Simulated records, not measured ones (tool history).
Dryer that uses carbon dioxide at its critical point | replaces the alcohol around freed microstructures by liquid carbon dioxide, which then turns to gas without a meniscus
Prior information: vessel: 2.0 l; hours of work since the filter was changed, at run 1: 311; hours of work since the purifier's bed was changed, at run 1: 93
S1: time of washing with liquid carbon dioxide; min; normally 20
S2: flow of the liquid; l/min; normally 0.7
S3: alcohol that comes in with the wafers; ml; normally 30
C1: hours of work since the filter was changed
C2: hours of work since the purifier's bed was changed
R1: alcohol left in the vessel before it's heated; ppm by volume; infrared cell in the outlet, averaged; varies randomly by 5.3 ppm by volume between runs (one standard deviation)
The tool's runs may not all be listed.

{"run": 1, "hour": 0.0, "S1": 20, "S2": 0.7, "S3": 30, "C1": 311, "C2": 93, "R1": 161}
{"run": 2, "hour": 64.8, "S1": 20, "S2": 0.7, "S3": 58, "C1": 348, "C2": 130, "R1": 322}
{"run": 3, "hour": 135.2, "S1": 20, "S2": 0.7, "S3": 58, "C1": 388, "C2": 170, "R1": 343}
{"run": 4, "hour": 165.6, "S1": 20, "S2": 1.187, "S3": 30, "C1": 406, "C2": 187, "R1": 46}
{"run": 5, "hour": 212.3, "S1": 20, "S2": 0.693, "S3": 30, "C1": 432, "C2": 214, "R1": 214}
{"run": 6, "hour": 249.5, "S1": 20, "S2": 0.693, "S3": 30, "C1": 453, "C2": 235, "R1": 223}
{"run": 7, "hour": 310.6, "S1": 20, "S2": 0.693, "S3": 30, "C1": 488, "C2": 270, "R1": 237}
{"run": 8, "hour": 356.4, "S1": 20, "S2": 0.693, "S3": 30, "C1": 514, "C2": 296, "R1": 243}
{"run": 9, "hour": 423.9, "S1": 20, "S2": 0.693, "S3": 30, "C1": 552, "C2": 334, "R1": 250}
{"hour": 460.9, "done": "inlet filter changed"}
{"run": 10, "hour": 475.5, "S1": 20, "S2": 0.693, "S3": 30, "C1": 8, "C2": 363, "R1": 190}
{"run": 11, "hour": 533.6, "S1": 20, "S2": 0.693, "S3": 30, "C1": 41, "C2": 396, "R1": 199}
{"run": 12, "hour": 572.2, "S1": 20, "S2": 0.7, "S3": 30, "C1": 63, "C2": 418, "R1": 207}
{"run": 13, "hour": 638.5, "S1": 20, "S2": 0.7, "S3": 30, "C1": 101, "C2": 456, "R1": 213}
{"run": 14, "hour": 670.1, "S1": 20, "S2": 0.7, "S3": 30, "C1": 119, "C2": 474, "R1": 200}
{"run": 15, "hour": 723.3, "S1": 20, "S2": 0.7, "S3": 30, "C1": 149, "C2": 504, "R1": 212}
{"run": 16, "hour": 773.0, "S1": 20, "S2": 0.7, "S3": 30, "C1": 177, "C2": 532, "R1": 221}
{"run": 17, "hour": 814.4, "S1": 20, "S2": 0.7, "S3": 89, "C1": 201, "C2": 556, "R1": 489}
{"run": 18, "hour": 849.5, "S1": 20, "S2": 0.7, "S3": 89, "C1": 221, "C2": 576, "R1": 511}
{"run": 19, "hour": 890.8, "S1": 20, "S2": 0.7, "S3": 89, "C1": 244, "C2": 599, "R1": 497}
{"run": 20, "hour": 945.2, "S1": 22, "S2": 0.463, "S3": 84, "C1": 275, "C2": 630, "R1": 1507}
{"run": 21, "hour": 1007.5, "S1": 22, "S2": 0.931, "S3": 78, "C1": 311, "C2": 665, "R1": 170}
{"run": 22, "hour": 1070.1, "S1": 22, "S2": 0.931, "S3": 78, "C1": 346, "C2": 701, "R1": 191}
{"run": 23, "hour": 1101.5, "S1": 13, "S2": 0.931, "S3": 35, "C1": 364, "C2": 719, "R1": 442}
{"run": 24, "hour": 1130.2, "S1": 24, "S2": 0.439, "S3": 35, "C1": 380, "C2": 735, "R1": 693}
{"hour": 1157.0, "done": "purifier's bed changed"}
{"run": 25, "hour": 1168.4, "S1": 24, "S2": 0.439, "S3": 35, "C1": 400, "C2": 6, "R1": 563}
{"run": 26, "hour": 1230.9, "S1": 22, "S2": 0.7, "S3": 111, "C1": 436, "C2": 42, "R1": 357}
{"run": 27, "hour": 1261.3, "S1": 25, "S2": 0.7, "S3": 32, "C1": 453, "C2": 59, "R1": 67}
{"run": 28, "hour": 1292.9, "S1": 20, "S2": 0.821, "S3": 75, "C1": 471, "C2": 77, "R1": 200}
{"run": 29, "hour": 1348.5, "S1": 28, "S2": 0.77, "S3": 99, "C1": 503, "C2": 109, "R1": 75}
{"run": 30, "hour": 1389.5, "S1": 28, "S2": 0.77, "S3": 99, "C1": 526, "C2": 132, "R1": 85}
{"run": 31, "hour": 1427.2, "S1": 20, "S2": 0.426, "S3": 30, "C1": 548, "C2": 154, "R1": 1034}
{"hour": 1471.8, "done": "inlet filter changed"}
{"run": 32, "hour": 1485.3, "S1": 31, "S2": 1.068, "S3": 41, "C1": 8, "C2": 186, "R1": 44}
{"run": 33, "hour": 1531.8, "S1": 20, "S2": 0.7, "S3": 24, "C1": 34, "C2": 212, "R1": 137}
{"run": 34, "hour": 1592.4, "S1": 13, "S2": 0.814, "S3": 46, "C1": 69, "C2": 247, "R1": 629}
{"run": 35, "hour": 1647.1, "S1": 27, "S2": 0.502, "S3": 25, "C1": 100, "C2": 278, "R1": 184}

Consider 3 possible next runs. They are alternatives, not a sequence: every one starts from the tool as it was left by run 35. What does each give?
{"run": "A", "hour": 1714.2, "S1": 27, "S2": 1.063, "S3": 110, "C1": 138, "C2": 316, "R1": "?"}
{"run": "B", "hour": 1714.2, "S1": 18, "S2": 0.7, "S3": 90, "C1": 138, "C2": 316, "R1": "?"}
{"run": "C", "hour": 1714.2, "S1": 20, "S2": 0.7, "S3": 24, "C1": 138, "C2": 316, "R1": "?"}

run=A R1=71
run=B R1=654
run=C R1=169
Take away the tool's hidden state, keep each run's random variation, and the runs would have read:
run=A R1=6
run=B R1=532
run=C R1=93
